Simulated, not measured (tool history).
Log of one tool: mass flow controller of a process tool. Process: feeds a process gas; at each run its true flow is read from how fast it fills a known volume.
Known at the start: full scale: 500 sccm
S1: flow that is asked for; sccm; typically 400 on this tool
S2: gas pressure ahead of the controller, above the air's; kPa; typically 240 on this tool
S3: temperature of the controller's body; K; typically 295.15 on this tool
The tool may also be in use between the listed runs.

run 1 hour=0 | S1=400 S2=240 S3=295.15 | true_flow_(%)=104.78
run 2 hour=63.5 | S1=400 S2=240 S3=295.15 | true_flow_(%)=104.77
run 3 hour=185.6 | S1=400 S2=240 S3=295.15 | true_flow_(%)=104.85
run 4 hour=281.2 | S1=400 S2=240 S3=311.15 | true_flow_(%)=103.8
-- hour=287 controller's zero set anew
run 5 hour=354.2 | S1=400 S2=240 S3=311.15 | true_flow_(%)=104.16
run 6 hour=418.2 | S1=400 S2=240 S3=311.15 | true_flow_(%)=104.04
run 7 hour=473.7 | S1=400 S2=240 S3=311.15 | true_flow_(%)=104.09
run 8 hour=572.1 | S1=400 S2=240 S3=311.15 | true_flow_(%)=104.17
run 9 hour=649.5 | S1=400 S2=240 S3=311.15 | true_flow_(%)=104.21
run 10 hour=766.7 | S1=400 S2=240 S3=311.15 | true_flow_(%)=104.27

5 options for the next run, each taken on its own from the tool as it stands now. Forecast them:
run A hour=823.4 | S1=62 S2=184 S3=296.15 | true_flow_(%)=?
run B hour=823.4 | S1=237 S2=240 S3=311.15 | true_flow_(%)=?
run C hour=823.4 | S1=400 S2=256 S3=311.15 | true_flow_(%)=?
run D hour=823.4 | S1=160 S2=173 S3=308.15 | true_flow_(%)=?
run E hour=823.4 | S1=74 S2=182 S3=300.15 | true_flow_(%)=?

run=A true_flow_(%)=110.38
run=B true_flow_(%)=104.64
run=C true_flow_(%)=104.36
run=D true_flow_(%)=105.29
run=E true_flow_(%)=109
With no hidden state in the tool, these same runs would have given:
run=A true_flow_(%)=99.12
run=B true_flow_(%)=98.64
run=C true_flow_(%)=99.11
run=D true_flow_(%)=98.39
run=E true_flow_(%)=98.89

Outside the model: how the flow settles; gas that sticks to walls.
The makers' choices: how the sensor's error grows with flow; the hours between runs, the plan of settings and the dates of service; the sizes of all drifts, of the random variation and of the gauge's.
